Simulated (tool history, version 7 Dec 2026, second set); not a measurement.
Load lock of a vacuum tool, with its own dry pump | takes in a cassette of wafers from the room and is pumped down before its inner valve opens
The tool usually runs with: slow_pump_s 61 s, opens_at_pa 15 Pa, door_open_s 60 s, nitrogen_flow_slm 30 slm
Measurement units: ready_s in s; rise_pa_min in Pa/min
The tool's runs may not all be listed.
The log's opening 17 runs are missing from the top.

run    hour  slow_pump_s  opens_at_pa  door_open_s  nitrogen_flow_slm  hours that the pump has run since its overhaul  times that the door has closed on its seal  incoming humidity of the room's air, %  ready_s  rise_pa_min
 18  1152.5           61           15           60                 30                                            4922                                        7539                                    44.9     85.5        0.034
 19  1209.3           37           11           60                 24                                            4979                                        7702                                    42.9     64.4        0.037
 20  1255.1           50           20           98                  5                                            5025                                        7833                                    43.7     74.4        0.064
 21  1296.9           50           20           98                  5                                            5067                                        7953                                    42.7     74.7        0.060
 22  1346.3           35           11           60                 30                                            5116                                        8094                                    41.0     62.8        0.032
 23  1433.6           67           28           40                 44                                            5203                                        8345                                    47.1     89.0        0.027
 24  1480.6           67           12           44                 44                                            5250                                        8479                                    41.6     92.6        0.024
 25  1543.6          116           16          131                 11                                            5313                                        8660                                    43.3    135.9        0.072
 26  1587.4          116           16          131                 11                                            5357                                        8785                                    44.4    136.4        0.066
 27  1666.1          115           29           48                 44                                            5436                                        9011                                    50.3    132.5        0.026
 28  1742.5           63           15           60                 14                                            5512                                        9230                                    45.2     87.5        0.044
 29  1800.4           63           15           58                  8                                            5570                                        9396                                    46.6     87.3        0.044
 30  1859.6           52           19           79                  7                                            5629                                        9565                                    44.2     76.7        0.056

Consider 3 possible next runs. They are alternatives, not a sequence: every one starts from the tool as it was left by run 30. What does each give?
  A  1914.0           70           17           79                 25                                            5684                                        9721                                    40.2        ?            ?
  B  1914.0           61           19           79                  9                                            5684                                        9721                                    43.3        ?            ?
  C  1914.0           49           15          139                 25                                            5684                                        9721                                    47.4        ?            ?

run  ready_s  rise_pa_min
  A     93.2        0.038
  B     85.0        0.050
  C     74.3        0.060
With the hidden condition removed and each run's random variation left untouched, the same runs would have given:
run  ready_s  rise_pa_min
  A     93.2        0.037
  B     85.0        0.050
  C     74.3        0.060
